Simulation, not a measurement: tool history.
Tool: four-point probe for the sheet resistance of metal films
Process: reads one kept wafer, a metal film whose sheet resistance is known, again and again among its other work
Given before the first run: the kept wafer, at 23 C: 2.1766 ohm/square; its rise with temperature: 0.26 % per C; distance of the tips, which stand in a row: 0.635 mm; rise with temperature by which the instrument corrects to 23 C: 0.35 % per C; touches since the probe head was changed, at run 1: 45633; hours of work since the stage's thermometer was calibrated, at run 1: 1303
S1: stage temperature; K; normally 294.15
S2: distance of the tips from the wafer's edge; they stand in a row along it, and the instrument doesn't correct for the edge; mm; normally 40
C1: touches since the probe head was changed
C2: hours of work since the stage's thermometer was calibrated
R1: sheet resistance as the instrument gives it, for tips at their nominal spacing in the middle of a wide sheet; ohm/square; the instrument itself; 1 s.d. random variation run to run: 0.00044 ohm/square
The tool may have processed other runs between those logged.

Run 1, hour 0: usual settings; C1 45633; C2 1303. Result: R1 2.193913 ohm/square.
Run 2, hour 36.2: usual settings but S1 292.15 K; C1 46807; C2 1331. Result: R1 2.19774 ohm/square.
Run 3, hour 58.6: usual settings but S1 292.15 K; C1 47536; C2 1348. Result: R1 2.19777 ohm/square.
Run 4, hour 79.1: usual settings but S2 5 mm; C1 48201; C2 1363. Result: R1 2.21247 ohm/square.
Run 5, hour 121.6: usual settings but S2 5 mm; C1 49583; C2 1396. Result: R1 2.212384 ohm/square.
Run 6, hour 150.5: usual settings; C1 50523; C2 1418. Result: R1 2.193815 ohm/square.
Run 7, hour 188.8: usual settings; C1 51766; C2 1447. Result: R1 2.194188 ohm/square.
Run 8, hour 215.3: usual settings; C1 52627; C2 1467. Result: R1 2.194055 ohm/square.
Run 9, hour 247.6: usual settings; C1 53674; C2 1492. Result: R1 2.19515 ohm/square.
Run 10, hour 268.5: usual settings; C1 54355; C2 1508. Result: R1 2.194355 ohm/square.
Run 11, hour 298.4: usual settings but S1 305.15 K; C1 55326; C2 1531. Result: R1 2.173657 ohm/square.
Run 12, hour 329.4: usual settings but S1 305.15 K; C1 56332; C2 1554. Result: R1 2.173525 ohm/square.
Run 13, hour 366.4: usual settings but S1 305.15 K; C1 57536; C2 1583. Result: R1 2.174513 ohm/square.
Run 14, hour 392.7: usual settings but S1 302.15 K, S2 11 mm; C1 58388; C2 1603. Result: R1 2.183603 ohm/square.
At hour 404.4: stage's thermometer calibrated.
Run 15, hour 431.6: usual settings but S1 302.15 K; C1 59635; C2 21. Result: R1 2.178432 ohm/square.
Run 16, hour 449.7: usual settings but S1 302.15 K; C1 60226; C2 35. Result: R1 2.177373 ohm/square.
Run 17, hour 469.4: usual settings but S1 307.15 K, S2 32 mm; C1 60866; C2 50. Result: R1 2.168597 ohm/square.
Run 18, hour 505: usual settings but S1 307.15 K, S2 32 mm; C1 62023; C2 77. Result: R1 2.168593 ohm/square.
Run 19, hour 523.6: usual settings but S1 302.15 K, S2 11 mm; C1 62626; C2 91. Result: R1 2.181675 ohm/square.
Run 20, hour 553.3: usual settings but S1 302.15 K, S2 56 mm; C1 63590; C2 114. Result: R1 2.178332 ohm/square.
Run 21, hour 578.3: usual settings but S1 307.15 K, S2 39 mm; C1 64403; C2 133. Result: R1 2.168971 ohm/square.
Run 22, hour 618.5: usual settings but S1 305.15 K, S2 60 mm; C1 65709; C2 163. Result: R1 2.174425 ohm/square.

What would each run have given without the hidden state, its run-to-run variation left as it was?
Hidden conditions of the tool in this case: inner tips' distance over the nominal, %; tips' flats over new ones', %; wafer's true temperature over the reading, C; drift of the gauge itself on sheet_ohm, %.
run        R1
  1  2.182108
  2  2.185606
  3  2.185459
  4  2.199938
  5  2.199515
  6  2.180818
  7  2.180869
  8  2.180543
  9   2.18137
 10  2.180425
 11  2.159664
 12  2.159277
 13  2.159965
 14  2.168761
 15  2.165842
 16  2.164649
 17  2.155758
 18  2.155489
 19  2.168345
 20  2.164781
 21  2.155284
 22  2.160389
